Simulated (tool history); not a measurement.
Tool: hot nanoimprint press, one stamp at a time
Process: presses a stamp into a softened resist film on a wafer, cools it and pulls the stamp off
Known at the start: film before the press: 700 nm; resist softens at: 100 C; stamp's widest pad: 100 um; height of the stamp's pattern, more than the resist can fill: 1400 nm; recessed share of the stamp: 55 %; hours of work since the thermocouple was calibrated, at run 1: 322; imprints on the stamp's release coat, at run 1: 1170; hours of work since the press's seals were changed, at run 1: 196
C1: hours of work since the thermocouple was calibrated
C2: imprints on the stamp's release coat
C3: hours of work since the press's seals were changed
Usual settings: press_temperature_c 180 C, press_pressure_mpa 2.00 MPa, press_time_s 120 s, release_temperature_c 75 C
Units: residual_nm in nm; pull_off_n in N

Run 1, hour 0.0: usual settings; C1 322; C2 1170; C3 196. Result: residual_nm 378.0 nm, pull_off_n 312 N.
Run 2, hour 53.2: usual settings; C1 346; C2 1256; C3 220. Result: residual_nm 380.8 nm, pull_off_n 327 N.
At hour 81.9: stamp cleaned and given a new release coat.
At hour 91.4: plate thermocouple calibrated.
Run 3, hour 132.0: usual settings but press_time_s 83 s; C1 18; C2 77; C3 251. Result: residual_nm 437.2 nm, pull_off_n 226 N.
Run 4, hour 225.9: usual settings but release_temperature_c 71 C; C1 60; C2 229; C3 293. Result: residual_nm 391.8 nm, pull_off_n 245 N.
At hour 283.5: plate thermocouple calibrated, once more.
Run 5, hour 307.8: usual settings but release_temperature_c 71 C; C1 11; C2 357; C3 328. Result: residual_nm 361.5 nm, pull_off_n 249 N.
Run 6, hour 375.5: usual settings but release_temperature_c 71 C; C1 41; C2 467; C3 359. Result: residual_nm 362.0 nm, pull_off_n 259 N.
Run 7, hour 436.5: usual settings but press_temperature_c 170 C, press_pressure_mpa 2.17 MPa; C1 69; C2 566; C3 386. Result: residual_nm 502.5 nm, pull_off_n 260 N.
Run 8, hour 493.1: usual settings but press_temperature_c 170 C, press_pressure_mpa 2.17 MPa, release_temperature_c 78 C; C1 94; C2 658; C3 411. Result: residual_nm 508.5 nm, pull_off_n 254 N.
Run 9, hour 544.6: usual settings but press_pressure_mpa 2.92 MPa, release_temperature_c 60 C; C1 117; C2 742; C3 435. Result: residual_nm 314.0 nm, pull_off_n 292 N.
Run 10, hour 639.6: usual settings but press_temperature_c 184 C, press_pressure_mpa 2.92 MPa, release_temperature_c 60 C; C1 159; C2 896; C3 477. Result: residual_nm 264.5 nm, pull_off_n 315 N.
Run 11, hour 737.7: usual settings but press_temperature_c 182 C, press_pressure_mpa 2.68 MPa, press_time_s 199 s; C1 203; C2 1055; C3 521. Result: residual_nm 249.1 nm, pull_off_n 292 N.

5 ways to go on from here, each from the tool as it stands after run 11. What would each give?
Run A, hour 809.2: usual settings but press_temperature_c 191 C, press_time_s 115 s, release_temperature_c 67 C; C1 235; C2 1172; C3 553. Result: residual_nm ?, pull_off_n ?.
Run B, hour 809.2: usual settings but press_temperature_c 183 C; C1 235; C2 1172; C3 553. Result: residual_nm ?, pull_off_n ?.
Run C, hour 809.2: usual settings but press_temperature_c 182 C, press_pressure_mpa 3.05 MPa, press_time_s 199 s, release_temperature_c 79 C; C1 235; C2 1172; C3 553. Result: residual_nm ?, pull_off_n ?.
Run D, hour 809.2: usual settings but press_temperature_c 185 C, press_pressure_mpa 2.77 MPa, press_time_s 199 s, release_temperature_c 64 C; C1 235; C2 1172; C3 553. Result: residual_nm ?, pull_off_n ?.
Run E, hour 809.2: usual settings but press_pressure_mpa 1.89 MPa, release_temperature_c 76 C; C1 235; C2 1172; C3 553. Result: residual_nm ?, pull_off_n ?.

run  residual_nm  pull_off_n
  A        245.8         317
  B        333.5         311
  C        235.7         304
  D        214.5         341
  E        377.3         313
Without the tool's hidden state the same runs would have given:
run  residual_nm  pull_off_n
  A        237.2         218
  B        321.9         214
  C        225.3         210
  D        205.5         235
  E        365.0         215
